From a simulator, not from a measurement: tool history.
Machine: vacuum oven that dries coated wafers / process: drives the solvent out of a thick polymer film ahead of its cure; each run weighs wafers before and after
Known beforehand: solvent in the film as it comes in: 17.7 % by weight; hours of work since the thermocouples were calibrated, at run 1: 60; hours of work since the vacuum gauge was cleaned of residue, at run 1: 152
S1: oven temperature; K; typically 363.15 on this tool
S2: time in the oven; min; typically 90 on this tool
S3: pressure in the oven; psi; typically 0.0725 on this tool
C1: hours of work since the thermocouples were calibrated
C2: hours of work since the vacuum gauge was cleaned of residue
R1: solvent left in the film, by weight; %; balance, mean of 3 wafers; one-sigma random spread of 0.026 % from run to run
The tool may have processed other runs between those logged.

run,day,S1,S2,S3,C1,C2,R1
1,0.000,363.15,90,0.0725,60,152,2.00
2,2.846,363.15,90,0.0725,95,188,1.95
3,6.792,363.15,90,0.0725,145,237,1.96
4,9.012,363.15,64,0.0725,172,265,3.42
5,12.550,363.15,64,0.0725,217,309,3.37
6,15.675,363.15,90,0.0725,256,348,1.96
7,20.508,363.15,90,0.0725,316,409,1.97
8,23.462,363.15,90,0.0725,353,446,1.94
9,25.921,355.15,90,0.2144,384,476,4.80
10,30.212,359.15,147,0.0547,437,530,1.13
11,33.329,363.15,90,0.2012,476,569,2.53
12,37.838,361.15,90,0.2012,533,625,2.98
13,41.225,363.15,90,0.1798,575,668,2.45
14,44.888,367.15,73,0.1798,621,714,2.28
15,49.083,349.15,54,0.0621,673,766,8.35

4 ways to go on from here, each from the tool as it stands after run 15. What would each give?
A,51.588,349.15,54,0.2163,705,797,?
B,51.588,351.15,90,0.0725,705,797,?
C,51.588,360.15,49,0.1732,705,797,?
D,51.588,371.15,90,0.0661,705,797,?

run,R1
A,9.12
B,5.27
C,6.01
D,0.72
What these runs would have given with no unlogged condition in the tool:
run,R1
A,9.13
B,5.27
C,6.01
D,0.72

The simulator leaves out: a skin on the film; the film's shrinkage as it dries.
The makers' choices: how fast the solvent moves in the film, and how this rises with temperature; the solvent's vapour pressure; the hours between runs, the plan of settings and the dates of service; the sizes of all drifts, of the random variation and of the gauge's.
